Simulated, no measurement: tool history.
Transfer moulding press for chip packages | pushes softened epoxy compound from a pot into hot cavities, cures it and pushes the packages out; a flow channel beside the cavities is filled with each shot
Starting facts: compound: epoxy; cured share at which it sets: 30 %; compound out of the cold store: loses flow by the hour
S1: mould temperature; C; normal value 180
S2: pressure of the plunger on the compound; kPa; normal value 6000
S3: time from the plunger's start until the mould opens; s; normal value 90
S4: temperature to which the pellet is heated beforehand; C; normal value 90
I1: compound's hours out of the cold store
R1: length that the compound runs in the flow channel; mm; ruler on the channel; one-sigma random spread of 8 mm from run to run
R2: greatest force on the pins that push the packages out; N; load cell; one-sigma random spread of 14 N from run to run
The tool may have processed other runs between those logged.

run    hour   S1    S2   S3  S4    I1   R1    R2
  1     0.0  180  6000   90  90  46.3  742   937
        9.1  -- cavities cleaned with cleaning compound and waxed
       52.5  -- cavities cleaned with cleaning compound and waxed
  2    52.5  180  6000   90  84  21.1  829   630
      101.1  -- cavities cleaned with cleaning compound and waxed
  3   102.2  180  6000   90  84   8.1  881   659
      109.1  -- mould's thermocouples calibrated
      131.3  -- plunger's sealing rings changed
      149.6  -- cavities cleaned with cleaning compound and waxed
  4   162.0  180  6000   90  84  30.7  831   792
      198.1  -- cavities cleaned with cleaning compound and waxed
  5   237.2  180  6000   90  90  41.8  768   891
      242.3  -- cavities cleaned with cleaning compound and waxed
  6   284.0  180  6000   90  90  39.7  779   936
      292.7  -- cavities cleaned with cleaning compound and waxed
      336.1  -- cavities cleaned with cleaning compound and waxed
  7   345.5  180  6000   90  90   9.6  869   795
      377.7  -- plunger's sealing rings changed
      383.5  -- cavities cleaned with cleaning compound and waxed
      429.4  -- cavities cleaned with cleaning compound and waxed
  8   431.5  180  6000   90  90  11.7  905   677
      477.9  -- cavities cleaned with cleaning compound and waxed
  9   492.6  180  6000   90  88  26.6  833   748
      527.8  -- cavities cleaned with cleaning compound and waxed
 10   549.8  180  6000   90  88  43.7  743   804
      574.4  -- cavities cleaned with cleaning compound and waxed
      618.1  -- cavities cleaned with cleaning compound and waxed
      626.3  -- plunger's sealing rings changed
 11   640.8  180  6000   90  99  36.5  807   782
      665.9  -- cavities cleaned with cleaning compound and waxed
 12   679.3  180  6000   90  99  40.1  797   745
      713.6  -- cavities cleaned with cleaning compound and waxed
 13   735.7  180  6000   90  99   9.0  892   856
      762.4  -- cavities cleaned with cleaning compound and waxed
 14   797.7  184  4960   90  95  34.4  705   770
      810.8  -- cavities cleaned with cleaning compound and waxed
      854.6  -- cavities cleaned with cleaning compound and waxed
      879.2  -- plunger's sealing rings changed
 15   888.6  180  6370  116  90  41.7  809   663
      904.8  -- cavities cleaned with cleaning compound and waxed
      951.8  -- cavities cleaned with cleaning compound and waxed
 16   955.5  180  6370  116  90  25.2  863   471
     1000.0  -- cavities cleaned with cleaning compound and waxed
 17  1000.0  180  6000   96  90  29.4  821   513
     1047.8  -- cavities cleaned with cleaning compound and waxed
 18  1060.9  186  6000   96  98  47.0  728   566
     1093.8  -- cavities cleaned with cleaning compound and waxed
 19  1112.6  174  6000   93  90  39.5  788  1072
     1125.1  -- plunger's sealing rings changed
     1144.9  -- cavities cleaned with cleaning compound and waxed
 20  1151.0  174  6000   93  90  34.7  833   886
     1193.6  -- cavities cleaned with cleaning compound and waxed
 21  1205.3  174  6000   93  90  33.8  815   954
     1239.7  -- cavities cleaned with cleaning compound and waxed
 22  1250.3  180  6000   90  84  21.2  841   709
     1286.6  -- cavities cleaned with cleaning compound and waxed
 23  1313.2  180  4800  100  90  35.6  699   711
     1333.5  -- cavities cleaned with cleaning compound and waxed
     1351.6  -- mould's thermocouples calibrated
     1378.0  -- plunger's sealing rings changed
     1382.4  -- cavities cleaned with cleaning compound and waxed
 24  1382.4  180  4800  100  90  18.9  790   512
     1426.4  -- cavities cleaned with cleaning compound and waxed
 25  1435.5  185  6940  106  90  23.6  904   487

Consider 3 possible next runs. They are alternatives, not a sequence: every one starts from the tool as it was left by run 25. What does each give?
     1472.2  -- cavities cleaned with cleaning compound and waxed
     1520.3  -- cavities cleaned with cleaning compound and waxed
  A  1523.7  180  6000  100  90  17.1   ?   ?
     1472.2  -- cavities cleaned with cleaning compound and waxed
     1520.3  -- cavities cleaned with cleaning compound and waxed
  B  1523.7  188  6840  117  90  36.4   ?   ?
     1472.2  -- cavities cleaned with cleaning compound and waxed
     1520.3  -- cavities cleaned with cleaning compound and waxed
  C  1523.7  179  7430   75  90   9.1   ?   ?

run   R1    R2
  A  862   553
  B  809   437
  C  992  1204
What these runs would have given with no unlogged condition in the tool:
run    R1    R2
  A   894   517
  B   839   407
  C  1030  1129

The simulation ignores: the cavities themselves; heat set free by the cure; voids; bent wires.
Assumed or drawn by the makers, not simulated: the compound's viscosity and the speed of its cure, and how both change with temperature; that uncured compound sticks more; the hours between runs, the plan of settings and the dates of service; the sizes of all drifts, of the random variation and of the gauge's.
